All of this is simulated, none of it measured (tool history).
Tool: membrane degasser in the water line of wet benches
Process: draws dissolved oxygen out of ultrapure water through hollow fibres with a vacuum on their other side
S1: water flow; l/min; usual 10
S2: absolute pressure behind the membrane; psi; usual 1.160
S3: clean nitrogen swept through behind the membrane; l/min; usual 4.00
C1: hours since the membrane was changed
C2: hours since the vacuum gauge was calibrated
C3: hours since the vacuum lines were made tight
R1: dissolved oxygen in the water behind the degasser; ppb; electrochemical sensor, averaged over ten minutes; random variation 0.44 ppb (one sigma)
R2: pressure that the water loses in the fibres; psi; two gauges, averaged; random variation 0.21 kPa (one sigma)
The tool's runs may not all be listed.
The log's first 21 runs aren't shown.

run     day  S1     S2    S3    C1    C2    C3    R1     R2
 22  63.433  10  1.160  8.53  3016   694  2365  17.1  7.474
 23  67.325  13  1.160  2.05  3110   787  2459  82.2  9.748
 24  71.508  10  1.160  2.23  3210   888  2559  56.4  7.493
 25  75.529  10  1.123  7.51  3307   984  2656  18.3  7.488
 26  79.258  10  0.743  4.00  3396  1074  2745  15.2  7.504
 27  83.367   7  1.160  3.04  3495  1172  2844  29.3  5.284
 28  87.033  13  1.160  2.05  3583  1260  2932  81.8  9.735
 29  91.108  13  0.821  2.05  3680  1358  3030  47.2  9.748
 30  94.612   7  1.160  4.00  3765  1442  3114  22.4  5.216
 31  96.783   6  0.966  3.54  3817  1494  3166  15.5  4.495

Forecast each of these 3 alternatives for the next run:
  A  98.658   8  0.883  3.49  3862  1539  3211   ?   ?
  B  98.658   6  0.873  2.79  3862  1539  3211   ?   ?
  C  98.658  12  1.160  1.80  3862  1539  3211   ?   ?

run    R1     R2
  A  18.6  6.018
  B  16.4  4.518
  C  84.6  9.050
Without the tool's hidden state the same runs would have given:
run    R1     R2
  A  17.6  5.894
  B  15.5  4.425
  C  81.5  8.866

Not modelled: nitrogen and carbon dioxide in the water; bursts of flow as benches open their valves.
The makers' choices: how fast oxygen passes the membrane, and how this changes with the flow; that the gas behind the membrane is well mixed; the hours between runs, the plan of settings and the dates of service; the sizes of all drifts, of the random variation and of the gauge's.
